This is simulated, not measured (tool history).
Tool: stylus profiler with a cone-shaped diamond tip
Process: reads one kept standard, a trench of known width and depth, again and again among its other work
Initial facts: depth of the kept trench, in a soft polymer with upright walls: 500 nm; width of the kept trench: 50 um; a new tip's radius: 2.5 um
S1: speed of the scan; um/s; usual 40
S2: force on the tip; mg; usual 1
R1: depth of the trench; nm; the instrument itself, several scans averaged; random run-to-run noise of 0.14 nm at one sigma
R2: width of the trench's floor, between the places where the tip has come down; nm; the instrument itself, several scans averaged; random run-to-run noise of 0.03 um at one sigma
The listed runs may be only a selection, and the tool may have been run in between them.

{"run": 1, "hour": 0.0, "S1": 40, "S2": 1, "R1": 502.82, "R2": 45490}
{"run": 2, "hour": 59.2, "S1": 40, "S2": 1, "R1": 502.28, "R2": 45390}
{"run": 3, "hour": 122.1, "S1": 40, "S2": 1, "R1": 502.59, "R2": 45420}
{"run": 4, "hour": 154.8, "S1": 40, "S2": 1, "R1": 502.68, "R2": 45390}
{"run": 5, "hour": 202.9, "S1": 40, "S2": 1, "R1": 502.72, "R2": 45310}
{"run": 6, "hour": 272.3, "S1": 40, "S2": 1, "R1": 502.75, "R2": 45230}
{"run": 7, "hour": 317.9, "S1": 29, "S2": 1, "R1": 502.15, "R2": 45300}
{"run": 8, "hour": 359.9, "S1": 29, "S2": 1, "R1": 502.07, "R2": 45270}
{"run": 9, "hour": 416.7, "S1": 84, "S2": 1, "R1": 502.57, "R2": 44820}
{"run": 10, "hour": 480.8, "S1": 24, "S2": 1, "R1": 502.2, "R2": 45260}
{"run": 11, "hour": 537.4, "S1": 24, "S2": 1, "R1": 502.29, "R2": 45170}
{"run": 12, "hour": 573.0, "S1": 24, "S2": 1, "R1": 502.06, "R2": 45190}
{"run": 13, "hour": 635.1, "S1": 40, "S2": 1, "R1": 502.15, "R2": 45000}
{"run": 14, "hour": 668.1, "S1": 25, "S2": 1, "R1": 501.94, "R2": 45090}
{"run": 15, "hour": 736.3, "S1": 40, "S2": 1, "R1": 501.85, "R2": 44920}
{"run": 16, "hour": 815.7, "S1": 40, "S2": 1, "R1": 501.73, "R2": 44850}
{"run": 17, "hour": 885.0, "S1": 40, "S2": 1, "R1": 501.57, "R2": 44790}
{"run": 18, "hour": 949.6, "S1": 40, "S2": 2.53, "R1": 508.22, "R2": 44900}
{"run": 19, "hour": 1003.0, "S1": 53, "S2": 1, "R1": 504.18, "R2": 44670}
{"run": 20, "hour": 1070.0, "S1": 53, "S2": 1, "R1": 504.19, "R2": 44590}
{"run": 21, "hour": 1147.9, "S1": 53, "S2": 1, "R1": 504.04, "R2": 44550}
{"run": 22, "hour": 1183.0, "S1": 45, "S2": 1, "R1": 504.18, "R2": 44630}
{"run": 23, "hour": 1258.3, "S1": 40, "S2": 1, "R1": 503.78, "R2": 44640}
{"run": 24, "hour": 1323.4, "S1": 75, "S2": 1.23, "R1": 504.91, "R2": 44400}
{"run": 25, "hour": 1385.5, "S1": 75, "S2": 1.23, "R1": 504.67, "R2": 44320}
{"run": 26, "hour": 1455.7, "S1": 40, "S2": 1.46, "R1": 505.16, "R2": 44560}
{"run": 27, "hour": 1530.6, "S1": 40, "S2": 1.46, "R1": 504.88, "R2": 44520}
{"run": 28, "hour": 1595.8, "S1": 40, "S2": 0.54, "R1": 501.99, "R2": 44280}
{"run": 29, "hour": 1642.5, "S1": 36, "S2": 0.64, "R1": 502.34, "R2": 44320}
{"run": 30, "hour": 1683.6, "S1": 36, "S2": 0.64, "R1": 502.35, "R2": 44340}
{"run": 31, "hour": 1742.1, "S1": 36, "S2": 0.64, "R1": 502.51, "R2": 44210}
{"run": 32, "hour": 1793.8, "S1": 52, "S2": 1.82, "R1": 505.75, "R2": 44310}
{"run": 33, "hour": 1864.3, "S1": 66, "S2": 0.98, "R1": 503.14, "R2": 43980}
{"run": 34, "hour": 1910.7, "S1": 84, "S2": 0.54, "R1": 501.88, "R2": 43660}
{"run": 35, "hour": 1946.2, "S1": 28, "S2": 2.3, "R1": 506.46, "R2": 44390}
{"run": 36, "hour": 1996.1, "S1": 28, "S2": 2.3, "R1": 506.81, "R2": 44310}
{"run": 37, "hour": 2033.0, "S1": 28, "S2": 2.3, "R1": 506.67, "R2": 44310}
{"run": 38, "hour": 2081.1, "S1": 31, "S2": 2.3, "R1": 506.18, "R2": 44290}
{"run": 39, "hour": 2122.6, "S1": 90, "S2": 1.64, "R1": 504.84, "R2": 43900}
{"run": 40, "hour": 2183.8, "S1": 90, "S2": 1.64, "R1": 504.5, "R2": 43830}
{"run": 41, "hour": 2251.3, "S1": 33, "S2": 1, "R1": 502.94, "R2": 44050}
{"run": 42, "hour": 2331.1, "S1": 101, "S2": 0.35, "R1": 500.58, "R2": 42970}
{"run": 43, "hour": 2373.0, "S1": 48, "S2": 0.52, "R1": 502.71, "R2": 46470}
{"run": 44, "hour": 2418.1, "S1": 48, "S2": 0.52, "R1": 502.76, "R2": 46430}
{"run": 45, "hour": 2491.3, "S1": 62, "S2": 0.51, "R1": 502.39, "R2": 46170}

Not shown: 2 entries that the log had between the listed runs. Between which runs, and how does the tool's hidden state differ before and after?
After run 17, before run 18: height scale calibrated on a step standard (hour 902.8)
  radius of the tip, um: 6.16 -> 6.26; height scale over the true one, %: -0.563 -> -0.025
  measured result minus the result with no hidden state, R1: -2.84 -> -0.13 nm; R2: -1860 -> -1900 nm
After run 42, before run 43: new tip fitted, height scale calibrated (hour 2366.1)
  radius of the tip, um: 8.48 -> 2.54; height scale over the true one, %: -0.35 -> -0.02
  measured result minus the result with no hidden state, R1: -1.76 -> -0.1 nm; R2: -2740 -> -30 nm
